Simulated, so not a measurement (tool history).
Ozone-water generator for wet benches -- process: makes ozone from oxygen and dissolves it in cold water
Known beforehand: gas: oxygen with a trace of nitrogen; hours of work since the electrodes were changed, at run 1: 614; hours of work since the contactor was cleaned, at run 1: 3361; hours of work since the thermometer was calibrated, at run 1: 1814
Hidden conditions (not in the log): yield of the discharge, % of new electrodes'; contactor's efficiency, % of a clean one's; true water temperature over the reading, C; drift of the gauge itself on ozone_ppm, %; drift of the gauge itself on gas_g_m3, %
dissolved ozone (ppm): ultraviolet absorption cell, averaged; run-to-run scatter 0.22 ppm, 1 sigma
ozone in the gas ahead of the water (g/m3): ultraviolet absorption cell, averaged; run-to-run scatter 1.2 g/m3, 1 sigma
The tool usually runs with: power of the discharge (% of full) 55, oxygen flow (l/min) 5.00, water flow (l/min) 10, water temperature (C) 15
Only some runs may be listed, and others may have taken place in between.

| run | day | power of the discharge (% of full) | oxygen flow (l/min) | water flow (l/min) | water temperature (C) | hours of work since the electrodes were changed | hours of work since the contactor was cleaned | hours of work since the thermometer was calibrated | dissolved ozone (ppm) | ozone in the gas ahead of the water (g/m3) |
|---|---|---|---|---|---|---|---|---|---|---|
| 1 | 0.000 | 55 | 5.00 | 10 | 15 | 614 | 3361 | 1814 | 32.3 | 207.9 |
| 2 | 0.958 | 65 | 5.00 | 10 | 15 | 635 | 3382 | 1835 | 36.2 | 233.4 |
| 3 | 2.704 | 65 | 5.00 | 10 | 15 | 674 | 3420 | 1873 | 35.7 | 229.3 |
| 4 | 4.242 | 55 | 5.27 | 10 | 15 | 707 | 3454 | 1907 | 31.5 | 201.2 |
| 5 | 6.171 | 55 | 3.58 | 10 | 15 | 750 | 3496 | 1949 | 34.7 | 264.3 |
| 6 | 8.258 | 55 | 3.58 | 10 | 15 | 795 | 3542 | 1995 | 34.7 | 262.1 |
| 7 | 9.233 | 55 | 3.58 | 10 | 15 | 817 | 3563 | 2016 | 34.4 | 262.8 |
| 8 | 11.279 | 55 | 3.94 | 10 | 15 | 862 | 3608 | 2061 | 33.9 | 247.2 |
| 9 | 12.908 | 55 | 5.00 | 10 | 15 | 897 | 3644 | 2097 | 32.3 | 209.2 |
| 10 | 15.100 | 55 | 5.00 | 10 | 15 | 945 | 3692 | 2145 | 32.2 | 210.7 |
| 11 | 16.779 | 55 | 5.00 | 10 | 16 | 982 | 3728 | 2182 | 31.5 | 209.9 |
| 12 | 18.546 | 55 | 5.00 | 10 | 15 | 1021 | 3767 | 2220 | 32.3 | 210.3 |
| 13 | 20.712 | 55 | 5.00 | 9 | 15 | 1068 | 3815 | 2268 | 34.9 | 209.9 |
| 14 | 22.312 | 63 | 5.00 | 10 | 17 | 1103 | 3850 | 2303 | 33.7 | 227.0 |
| 15 | 23.775 | 63 | 5.00 | 10 | 17 | 1135 | 3882 | 2335 | 33.5 | 228.3 |
| 16 | 25.633 | 65 | 5.26 | 13 | 21 | 1176 | 3922 | 2375 | 25.3 | 223.1 |
| 17 | 27.571 | 65 | 5.26 | 13 | 21 | 1219 | 3965 | 2418 | 25.5 | 224.4 |
| 18 | 29.596 | 55 | 5.00 | 9 | 15 | 1263 | 4009 | 2462 | 35.2 | 208.3 |
| 19 | 31.654 | 65 | 4.19 | 9 | 23 | 1308 | 4054 | 2507 | 34.7 | 260.0 |
| 20 | 33.808 | 65 | 4.19 | 9 | 23 | 1355 | 4102 | 2555 | 34.5 | 261.3 |
| 21 | 35.379 | 58 | 3.68 | 7 | 15 | 1390 | 4136 | 2589 | 46.7 | 265.8 |
| 22 | 36.450 | 43 | 3.68 | 15 | 13 | 1413 | 4160 | 2613 | 20.9 | 222.9 |

Estimate the outcome of run 23 from the log above:
| 23 | 38.683 | 43 | 3.68 | 15 | 13 | 1462 | 4208 | 2661 | ? | ? |

{"run 23": {"dissolved ozone (ppm)": 21.0, "ozone in the gas ahead of the water (g/m3)": 224.4}}
Had the tool carried no hidden state, the very same run would have given dissolved ozone (ppm) 21.0, ozone in the gas ahead of the water (g/m3) 224.5.

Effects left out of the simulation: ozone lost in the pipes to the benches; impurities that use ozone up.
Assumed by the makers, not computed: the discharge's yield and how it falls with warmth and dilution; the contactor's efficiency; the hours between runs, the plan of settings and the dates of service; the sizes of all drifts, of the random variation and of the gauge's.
